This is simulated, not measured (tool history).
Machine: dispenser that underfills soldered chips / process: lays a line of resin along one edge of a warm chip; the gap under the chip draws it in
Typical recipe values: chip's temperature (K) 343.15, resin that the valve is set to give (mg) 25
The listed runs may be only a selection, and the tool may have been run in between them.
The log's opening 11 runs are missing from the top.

run   hour  chip's temperature (K)  resin that the valve is set to give (mg)  hours of work since the syringe was changed  hours of work since the valve was cleaned  hours of work since the stage was calibrated  time until the resin shows at the far edge (s)  resin that the valve gave (mg)
     113.7  -- new syringe of resin
 12  113.7                  343.15                                      31.2                                            0                                         72                                           433                                            41.7                           29.91
     123.7  -- dispensing valve cleaned and set on the balance
 13  125.9                  343.15                                      30.1                                            8                                          2                                           441                                            82.2                           29.88
     130.2  -- new syringe of resin
 14  135.8                  343.15                                      30.1                                            4                                          8                                           447                                            58.8                           29.75
 15  144.1                  343.15                                      31.2                                           10                                         14                                           453                                            95.9                           31.22
     145.9  -- new syringe of resin
 16  156.1                  343.15                                        25                                            7                                         22                                           461                                            76.3                           24.61
     162.4  -- new syringe of resin
 17    173                  343.15                                        25                                            7                                         33                                           473                                            77.4                           24.62
     178.1  -- new syringe of resin
 18  183.1                  333.15                                      24.9                                            3                                         40                                           479                                              92                            24.3
     194.3  -- new syringe of resin
 19  194.7                  351.15                                      23.6                                            0                                         48                                           487                                            30.7                           23.06
 20  205.1                  330.15                                      23.6                                            8                                         55                                           494                                           155.4                           22.98
     210.8  -- new syringe of resin
 21  220.3                  350.15                                        25                                            7                                         65                                           505                                            53.5                           24.15
     227.2  -- new syringe of resin
     235.6  -- stage's temperature calibrated
 22  237.6                  337.15                                      28.7                                            6                                         76                                             1                                           111.8                           27.73
     241.9  -- dispensing valve cleaned and set on the balance
     245.2  -- new syringe of resin
 23  246.9                  358.15                                        25                                            1                                          3                                             7                                            28.3                           24.91
 24  255.4                  332.15                                      24.6                                            7                                          9                                            13                                           162.9                           24.55
     260.6  -- new syringe of resin
 25  265.4                  333.15                                        25                                            3                                         16                                            19                                             106                            24.8
 26  275.3                  343.15                                      24.1                                           10                                         23                                            26                                           118.3                           23.97
     276.3  -- new syringe of resin
 27  288.5                  333.15                                      31.7                                            8                                         31                                            35                                           162.5                           31.24
     291.9  -- new syringe of resin
 28  298.5                  343.15                                      28.4                                            5                                         38                                            42                                            71.6                            27.8
     308.2  -- new syringe of resin
 29  308.2                  343.15                                      28.4                                            0                                         45                                            48                                            48.7                           27.74
 30  319.4                  343.15                                      28.4                                            8                                         52                                            56                                            93.8                           27.35
     323.7  -- new syringe of resin
 31  329.8                  343.15                                      28.4                                            4                                         59                                            63                                            70.6                           27.43
       340  -- new syringe of resin
 32  344.6                  337.15                                        25                                            3                                         69                                            73                                            86.2                           24.12

Here are 4 independent what-if runs from the current tool condition. What would each one return?
  A  351.7                  343.15                                      28.2                                            8                                         74                                            78                                               ?                               ?
  B  351.7                  334.15                                        25                                            8                                         74                                            78                                               ?                               ?
  C  351.7                  343.15                                      23.1                                            8                                         74                                            78                                               ?                               ?
  D  351.7                  344.15                                      26.1                                            8                                         74                                            78                                               ?                               ?

run  time until the resin shows at the far edge (s)  resin that the valve gave (mg)
  A                                            97.9                           27.17
  B                                             155                           24.19
  C                                           101.1                           22.51
  D                                            93.5                           24.97
Without the tool's hidden state the same runs would have given:
run  time until the resin shows at the far edge (s)  resin that the valve gave (mg)
  A                                            49.8                           28.16
  B                                            78.6                           25.06
  C                                            51.3                           23.32
  D                                            47.3                           25.87
